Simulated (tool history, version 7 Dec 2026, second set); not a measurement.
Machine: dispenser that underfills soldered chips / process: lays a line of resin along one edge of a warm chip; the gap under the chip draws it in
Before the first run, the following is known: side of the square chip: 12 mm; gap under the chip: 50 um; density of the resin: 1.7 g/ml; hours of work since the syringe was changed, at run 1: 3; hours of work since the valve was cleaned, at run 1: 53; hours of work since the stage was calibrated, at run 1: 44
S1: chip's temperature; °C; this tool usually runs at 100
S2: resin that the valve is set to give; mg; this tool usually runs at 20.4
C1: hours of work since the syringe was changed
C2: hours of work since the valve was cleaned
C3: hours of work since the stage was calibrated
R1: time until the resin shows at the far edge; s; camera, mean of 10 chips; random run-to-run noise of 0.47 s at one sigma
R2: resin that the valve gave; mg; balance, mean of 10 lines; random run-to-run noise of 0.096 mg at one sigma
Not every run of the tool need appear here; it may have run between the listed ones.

{"run": 1, "hour": 0.0, "S1": 100, "S2": 20.4, "C1": 3, "C2": 53, "C3": 44, "R1": 41.2, "R2": 19.66}
{"run": 2, "hour": 2.7, "S1": 100, "S2": 20.4, "C1": 5, "C2": 55, "C3": 46, "R1": 43.6, "R2": 19.62}
{"hour": 3.8, "done": "new syringe of resin"}
{"run": 3, "hour": 6.7, "S1": 100, "S2": 20.4, "C1": 2, "C2": 57, "C3": 49, "R1": 39, "R2": 19.5}
{"run": 4, "hour": 10.6, "S1": 100, "S2": 20.4, "C1": 5, "C2": 60, "C3": 52, "R1": 42.1, "R2": 19.5}
{"hour": 12.4, "done": "new syringe of resin"}
{"run": 5, "hour": 15.6, "S1": 100, "S2": 20.4, "C1": 2, "C2": 64, "C3": 55, "R1": 41.1, "R2": 19.38}
{"hour": 20.9, "done": "new syringe of resin"}
{"run": 6, "hour": 20.9, "S1": 100, "S2": 20.4, "C1": 0, "C2": 67, "C3": 59, "R1": 36.7, "R2": 19.37}
{"run": 7, "hour": 24.9, "S1": 100, "S2": 20.4, "C1": 3, "C2": 70, "C3": 62, "R1": 41.3, "R2": 19.32}
{"hour": 29.6, "done": "new syringe of resin"}
{"run": 8, "hour": 30.5, "S1": 100, "S2": 20.4, "C1": 1, "C2": 74, "C3": 65, "R1": 37.2, "R2": 19.54}
{"run": 9, "hour": 35.5, "S1": 100, "S2": 20.4, "C1": 4, "C2": 78, "C3": 69, "R1": 42.1, "R2": 19.27}
{"hour": 38.1, "done": "new syringe of resin"}
{"run": 10, "hour": 40.7, "S1": 100, "S2": 20.4, "C1": 2, "C2": 81, "C3": 73, "R1": 39.1, "R2": 19.3}
{"run": 11, "hour": 45.2, "S1": 100, "S2": 20.4, "C1": 5, "C2": 85, "C3": 76, "R1": 43.2, "R2": 19.26}
{"hour": 46.6, "done": "new syringe of resin"}
{"run": 12, "hour": 47.6, "S1": 100, "S2": 20.4, "C1": 1, "C2": 86, "C3": 77, "R1": 38.8, "R2": 19.23}
{"run": 13, "hour": 52.1, "S1": 100, "S2": 20.4, "C1": 4, "C2": 89, "C3": 81, "R1": 42.1, "R2": 19.2}
{"hour": 55.2, "done": "new syringe of resin"}
{"run": 14, "hour": 55.3, "S1": 100, "S2": 17.7, "C1": 0, "C2": 92, "C3": 83, "R1": 37.2, "R2": 16.77}
{"run": 15, "hour": 60.5, "S1": 100, "S2": 20.4, "C1": 4, "C2": 95, "C3": 87, "R1": 41.9, "R2": 19.03}
{"hour": 63.3, "done": "dispensing valve cleaned and set on the balance"}
{"hour": 64.9, "done": "new syringe of resin"}
{"run": 16, "hour": 65.6, "S1": 100, "S2": 20.4, "C1": 1, "C2": 1, "C3": 89, "R1": 37, "R2": 20.45}
{"run": 17, "hour": 68.9, "S1": 93, "S2": 20.4, "C1": 3, "C2": 4, "C3": 92, "R1": 55, "R2": 20.51}
{"run": 18, "hour": 72.8, "S1": 93, "S2": 20.4, "C1": 6, "C2": 7, "C3": 95, "R1": 60.6, "R2": 20.29}

Expected results for the next run?
{"hour": 73.5, "done": "new syringe of resin"}
{"run": 19, "hour": 75.9, "S1": 93, "S2": 22.6, "C1": 2, "C2": 9, "C3": 97, "R1": "?", "R2": "?"}

R1: 52.4 s
R2: 22.35 mg
The same run, on a tool lacking any hidden state, would have yielded R1 48.8 s, R2 22.48 mg.
